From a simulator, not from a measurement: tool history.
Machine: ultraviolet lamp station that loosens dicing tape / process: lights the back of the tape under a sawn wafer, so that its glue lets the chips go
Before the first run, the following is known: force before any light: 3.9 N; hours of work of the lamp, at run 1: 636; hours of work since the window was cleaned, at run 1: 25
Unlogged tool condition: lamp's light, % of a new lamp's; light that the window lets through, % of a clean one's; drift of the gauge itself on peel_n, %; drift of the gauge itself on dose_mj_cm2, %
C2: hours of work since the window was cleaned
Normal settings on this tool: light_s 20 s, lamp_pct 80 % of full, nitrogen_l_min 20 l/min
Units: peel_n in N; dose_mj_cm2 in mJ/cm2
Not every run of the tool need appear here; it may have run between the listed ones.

run 1 hour=0.0 | light_s=20 lamp_pct=80 nitrogen_l_min=20 | hours_of_work_of_the_lamp=636 C2=25 | peel_n=0.466 dose_mj_cm2=209
run 2 hour=14.2 | light_s=20 lamp_pct=80 nitrogen_l_min=20 | hours_of_work_of_the_lamp=646 C2=34 | peel_n=0.487 dose_mj_cm2=210
run 3 hour=28.9 | light_s=21 lamp_pct=80 nitrogen_l_min=20 | hours_of_work_of_the_lamp=656 C2=44 | peel_n=0.433 dose_mj_cm2=218
run 4 hour=45.4 | light_s=21 lamp_pct=80 nitrogen_l_min=20 | hours_of_work_of_the_lamp=667 C2=56 | peel_n=0.431 dose_mj_cm2=220
run 5 hour=57.1 | light_s=21 lamp_pct=80 nitrogen_l_min=20 | hours_of_work_of_the_lamp=675 C2=64 | peel_n=0.426 dose_mj_cm2=221
run 6 hour=74.8 | light_s=20 lamp_pct=71 nitrogen_l_min=20 | hours_of_work_of_the_lamp=687 C2=76 | peel_n=0.579 dose_mj_cm2=185
run 7 hour=98.8 | light_s=19 lamp_pct=71 nitrogen_l_min=20 | hours_of_work_of_the_lamp=704 C2=92 | peel_n=0.629 dose_mj_cm2=175
-- hour=116.9 lamp changed
run 8 hour=125.2 | light_s=36 lamp_pct=80 nitrogen_l_min=20 | hours_of_work_of_the_lamp=6 C2=110 | peel_n=0.189 dose_mj_cm2=374
run 9 hour=137.3 | light_s=20 lamp_pct=80 nitrogen_l_min=7 | hours_of_work_of_the_lamp=14 C2=118 | peel_n=0.843 dose_mj_cm2=211
run 10 hour=147.9 | light_s=20 lamp_pct=80 nitrogen_l_min=7 | hours_of_work_of_the_lamp=21 C2=125 | peel_n=0.816 dose_mj_cm2=208
run 11 hour=166.3 | light_s=32 lamp_pct=80 nitrogen_l_min=20 | hours_of_work_of_the_lamp=34 C2=138 | peel_n=0.211 dose_mj_cm2=335
run 12 hour=182.1 | light_s=32 lamp_pct=80 nitrogen_l_min=20 | hours_of_work_of_the_lamp=45 C2=149 | peel_n=0.225 dose_mj_cm2=334
run 13 hour=200.0 | light_s=36 lamp_pct=80 nitrogen_l_min=35 | hours_of_work_of_the_lamp=57 C2=161 | peel_n=0.157 dose_mj_cm2=375

Run 14 comes next. What will it give?
run 14 hour=225.2 | light_s=36 lamp_pct=80 nitrogen_l_min=35 | hours_of_work_of_the_lamp=74 C2=178 | peel_n=? dose_mj_cm2=?

peel_n: 0.156 N
dose_mj_cm2: 377 mJ/cm2
With the hidden condition absent and the run-to-run variation left alone, this run would have shown peel_n 0.156 N, dose_mj_cm2 377 mJ/cm2.

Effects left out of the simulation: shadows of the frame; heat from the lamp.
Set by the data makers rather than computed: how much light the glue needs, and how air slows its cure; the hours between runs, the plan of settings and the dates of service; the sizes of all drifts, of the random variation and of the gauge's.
